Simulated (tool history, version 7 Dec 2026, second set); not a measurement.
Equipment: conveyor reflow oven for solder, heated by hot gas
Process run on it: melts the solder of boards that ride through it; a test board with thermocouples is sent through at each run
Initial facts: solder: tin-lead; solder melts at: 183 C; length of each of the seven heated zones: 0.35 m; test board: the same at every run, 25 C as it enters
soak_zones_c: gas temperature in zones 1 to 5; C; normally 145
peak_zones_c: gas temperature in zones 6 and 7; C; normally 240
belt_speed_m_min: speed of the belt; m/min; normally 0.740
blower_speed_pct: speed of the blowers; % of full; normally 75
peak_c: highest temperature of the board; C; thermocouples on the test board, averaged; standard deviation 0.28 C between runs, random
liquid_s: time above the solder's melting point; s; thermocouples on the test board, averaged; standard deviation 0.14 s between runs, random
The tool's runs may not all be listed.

Run 1, hour 0.0: usual settings. Result: peak_c 224.9 C, liquid_s 48.6 s.
Run 2, hour 73.9: usual settings. Result: peak_c 224.1 C, liquid_s 48.3 s.
At hour 104.8: flux residue cleaned out of gas plates and filters.
Run 3, hour 121.3: usual settings. Result: peak_c 226.0 C, liquid_s 49.1 s.
Run 4, hour 157.0: usual settings. Result: peak_c 225.3 C, liquid_s 49.1 s.
Run 5, hour 230.2: usual settings but belt_speed_m_min 0.798 m/min. Result: peak_c 222.5 C, liquid_s 44.1 s.
Run 6, hour 267.8: usual settings but belt_speed_m_min 0.798 m/min. Result: peak_c 222.9 C, liquid_s 43.6 s.
Run 7, hour 336.5: usual settings but belt_speed_m_min 0.798 m/min. Result: peak_c 222.4 C, liquid_s 43.7 s.
Run 8, hour 384.8: usual settings. Result: peak_c 225.0 C, liquid_s 48.7 s.
Run 9, hour 468.7: usual settings but blower_speed_pct 58 % of full. Result: peak_c 219.2 C, liquid_s 45.6 s.
At hour 511.3: flux residue cleaned out of gas plates and filters.
Run 10, hour 511.3: usual settings but blower_speed_pct 58 % of full. Result: peak_c 220.6 C, liquid_s 46.0 s.
Run 11, hour 582.0: usual settings but blower_speed_pct 58 % of full. Result: peak_c 219.8 C, liquid_s 46.0 s.
Run 12, hour 618.5: usual settings but belt_speed_m_min 0.599 m/min, blower_speed_pct 58 % of full. Result: peak_c 227.0 C, liquid_s 61.7 s.
Run 13, hour 676.9: usual settings but belt_speed_m_min 0.599 m/min, blower_speed_pct 58 % of full. Result: peak_c 225.9 C, liquid_s 61.5 s.
Run 14, hour 744.8: usual settings but soak_zones_c 140 C, belt_speed_m_min 0.599 m/min, blower_speed_pct 58 % of full. Result: peak_c 225.4 C, liquid_s 59.8 s.

What will run 15 give?
Run 15, hour 794.7: usual settings but blower_speed_pct 79 % of full. Result: peak_c ?, liquid_s ?.

{"run 15": {"peak_c": 225.7, "liquid_s": 49.3}}
Had the tool carried no hidden state, the very same run would have given peak_c 227.1 C, liquid_s 49.4 s.
